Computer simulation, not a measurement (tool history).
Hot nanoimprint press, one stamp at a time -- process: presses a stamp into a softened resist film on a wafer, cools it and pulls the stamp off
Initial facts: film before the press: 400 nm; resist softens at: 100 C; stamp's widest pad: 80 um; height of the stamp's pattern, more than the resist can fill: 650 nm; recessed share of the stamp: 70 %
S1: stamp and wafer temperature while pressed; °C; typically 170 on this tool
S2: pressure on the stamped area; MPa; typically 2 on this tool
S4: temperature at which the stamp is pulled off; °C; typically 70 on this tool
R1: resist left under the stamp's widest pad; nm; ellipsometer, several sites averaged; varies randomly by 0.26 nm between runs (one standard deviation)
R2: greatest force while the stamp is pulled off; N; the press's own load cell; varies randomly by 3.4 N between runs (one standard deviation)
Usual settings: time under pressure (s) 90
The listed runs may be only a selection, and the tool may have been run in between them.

{"run": 1, "hour": 0.0, "S1": 170, "S2": 2, "time under pressure (s)": 90, "S4": 70, "R1": 217, "R2": 194}
{"run": 2, "hour": 20.4, "S1": 170, "S2": 2, "time under pressure (s)": 160, "S4": 70, "R1": 179.1, "R2": 191}
{"hour": 30.3, "done": "stamp cleaned and given a new release coat"}
{"run": 3, "hour": 44.0, "S1": 170, "S2": 2, "time under pressure (s)": 160, "S4": 70, "R1": 179, "R2": 159}
{"run": 4, "hour": 63.8, "S1": 170, "S2": 1.51, "time under pressure (s)": 90, "S4": 70, "R1": 244, "R2": 173}
{"run": 5, "hour": 81.7, "S1": 170, "S2": 1.51, "time under pressure (s)": 90, "S4": 70, "R1": 244.1, "R2": 165}
{"run": 6, "hour": 94.7, "S1": 170, "S2": 1.51, "time under pressure (s)": 90, "S4": 70, "R1": 244.3, "R2": 163}
{"run": 7, "hour": 107.0, "S1": 172, "S2": 1.51, "time under pressure (s)": 90, "S4": 70, "R1": 231.7, "R2": 165}
{"run": 8, "hour": 127.1, "S1": 170, "S2": 1.66, "time under pressure (s)": 90, "S4": 70, "R1": 234.7, "R2": 166}
{"run": 9, "hour": 149.7, "S1": 170, "S2": 1.66, "time under pressure (s)": 90, "S4": 70, "R1": 234.5, "R2": 165}
{"run": 10, "hour": 164.1, "S1": 170, "S2": 1.66, "time under pressure (s)": 90, "S4": 70, "R1": 234.6, "R2": 172}
{"hour": 186.4, "done": "press's hydraulic seals changed and the load cell set to zero"}
{"run": 11, "hour": 190.9, "S1": 170, "S2": 1.31, "time under pressure (s)": 90, "S4": 70, "R1": 254, "R2": 170}
{"run": 12, "hour": 211.3, "S1": 170, "S2": 1.31, "time under pressure (s)": 90, "S4": 70, "R1": 254.1, "R2": 175}
{"run": 13, "hour": 235.7, "S1": 170, "S2": 2, "time under pressure (s)": 90, "S4": 70, "R1": 211.8, "R2": 172}
{"run": 14, "hour": 258.4, "S1": 170, "S2": 2, "time under pressure (s)": 90, "S4": 70, "R1": 212, "R2": 169}
{"run": 15, "hour": 280.1, "S1": 170, "S2": 2, "time under pressure (s)": 65, "S4": 70, "R1": 233.7, "R2": 179}
{"run": 16, "hour": 302.7, "S1": 170, "S2": 2, "time under pressure (s)": 65, "S4": 70, "R1": 233.8, "R2": 179}
{"run": 17, "hour": 325.6, "S1": 177, "S2": 3.17, "time under pressure (s)": 72, "S4": 73, "R1": 147.6, "R2": 169}
{"run": 18, "hour": 344.0, "S1": 177, "S2": 3.17, "time under pressure (s)": 72, "S4": 73, "R1": 147.8, "R2": 168}
{"hour": 354.8, "done": "plate thermocouple calibrated"}
{"run": 19, "hour": 372.3, "S1": 169, "S2": 3.17, "time under pressure (s)": 72, "S4": 63, "R1": 193.4, "R2": 196}
{"run": 20, "hour": 394.9, "S1": 169, "S2": 2.55, "time under pressure (s)": 72, "S4": 63, "R1": 214.2, "R2": 197}
{"run": 21, "hour": 420.2, "S1": 169, "S2": 2.55, "time under pressure (s)": 72, "S4": 63, "R1": 214.5, "R2": 198}
{"run": 22, "hour": 444.4, "S1": 169, "S2": 2.55, "time under pressure (s)": 72, "S4": 63, "R1": 213.9, "R2": 200}
{"run": 23, "hour": 466.2, "S1": 159, "S2": 2, "time under pressure (s)": 46, "S4": 70, "R1": 329.2, "R2": 193}
{"run": 24, "hour": 486.8, "S1": 165, "S2": 2.44, "time under pressure (s)": 50, "S4": 73, "R1": 269.4, "R2": 177}
{"run": 25, "hour": 505.6, "S1": 170, "S2": 1.64, "time under pressure (s)": 90, "S4": 66, "R1": 235.9, "R2": 202}
{"run": 26, "hour": 526.7, "S1": 170, "S2": 1.64, "time under pressure (s)": 90, "S4": 66, "R1": 236.4, "R2": 199}
{"run": 27, "hour": 543.2, "S1": 170, "S2": 1.64, "time under pressure (s)": 90, "S4": 66, "R1": 235.3, "R2": 201}
{"run": 28, "hour": 560.9, "S1": 164, "S2": 1.76, "time under pressure (s)": 60, "S4": 61, "R1": 294.7, "R2": 215}
{"run": 29, "hour": 574.5, "S1": 164, "S2": 1.76, "time under pressure (s)": 60, "S4": 61, "R1": 294.3, "R2": 218}

Below are 5 alternative next runs, each starting from the tool's condition after run 29. Predict each:
{"hour": 590.9, "done": "stamp cleaned and given a new release coat"}
{"run": "A", "hour": 592.3, "S1": 161, "S2": 1.76, "time under pressure (s)": 60, "S4": 61, "R1": "?", "R2": "?"}
{"hour": 590.9, "done": "stamp cleaned and given a new release coat"}
{"run": "B", "hour": 592.3, "S1": 177, "S2": 2.21, "time under pressure (s)": 101, "S4": 70, "R1": "?", "R2": "?"}
{"hour": 590.9, "done": "stamp cleaned and given a new release coat"}
{"run": "C", "hour": 592.3, "S1": 176, "S2": 1.41, "time under pressure (s)": 90, "S4": 70, "R1": "?", "R2": "?"}
{"hour": 590.9, "done": "stamp cleaned and given a new release coat"}
{"run": "D", "hour": 592.3, "S1": 161, "S2": 2, "time under pressure (s)": 90, "S4": 70, "R1": "?", "R2": "?"}
{"hour": 590.9, "done": "stamp cleaned and given a new release coat"}
{"run": "E", "hour": 592.3, "S1": 164, "S2": 1.76, "time under pressure (s)": 60, "S4": 69, "R1": "?", "R2": "?"}

run=A R1=312.8 R2=179
run=B R1=161.8 R2=163
run=C R1=215.5 R2=157
run=D R1=275.5 R2=160
run=E R1=293.9 R2=162
Stripped of hidden state, with their random variation kept, the same runs would have yielded:
run=A R1=312.7 R2=180
run=B R1=161 R2=164
run=C R1=215.4 R2=157
run=D R1=275.1 R2=160
run=E R1=293.7 R2=163

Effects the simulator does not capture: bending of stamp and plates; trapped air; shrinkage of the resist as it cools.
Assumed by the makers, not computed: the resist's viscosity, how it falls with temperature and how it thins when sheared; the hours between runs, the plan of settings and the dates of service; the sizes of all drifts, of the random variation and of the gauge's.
